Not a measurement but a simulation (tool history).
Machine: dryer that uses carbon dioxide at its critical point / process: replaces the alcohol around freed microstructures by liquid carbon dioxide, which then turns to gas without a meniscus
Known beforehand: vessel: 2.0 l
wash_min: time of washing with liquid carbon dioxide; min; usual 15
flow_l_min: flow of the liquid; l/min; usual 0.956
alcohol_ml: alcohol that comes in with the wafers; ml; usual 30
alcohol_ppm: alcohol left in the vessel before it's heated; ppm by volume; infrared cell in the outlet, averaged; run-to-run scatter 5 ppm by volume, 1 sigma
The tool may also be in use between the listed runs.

run,hour,wash_min,flow_l_min,alcohol_ml,alcohol_ppm
1,0,15,0.956,30,94
2,4.9,15,0.956,30,111
3,9.6,15,0.956,30,107
4,13.4,19,0.956,30,71
5,21.8,15,0.956,37,114
6,26.5,15,0.956,37,121
7,30.6,12,0.956,37,244
8,36.9,9,0.956,30,556
9,46,9,0.956,30,556
10,50.6,15,0.956,31,118
11,55.3,16,0.956,30,98
12,64.5,16,0.956,30,93
13,73.3,15,0.956,30,116
14,81.5,15,0.956,81,209
15,86.4,15,0.956,81,205
16,91.8,10,1.391,109,250
17,96.9,10,1.391,109,263
18,101.9,11,1.282,30,128

Run 19 is up next; what results do you expect?
19,110,18,0.956,30,?

{"run 19": {"alcohol_ppm": 94}}
Had the tool carried no hidden state, the very same run would have given alcohol_ppm 20 ppm by volume.

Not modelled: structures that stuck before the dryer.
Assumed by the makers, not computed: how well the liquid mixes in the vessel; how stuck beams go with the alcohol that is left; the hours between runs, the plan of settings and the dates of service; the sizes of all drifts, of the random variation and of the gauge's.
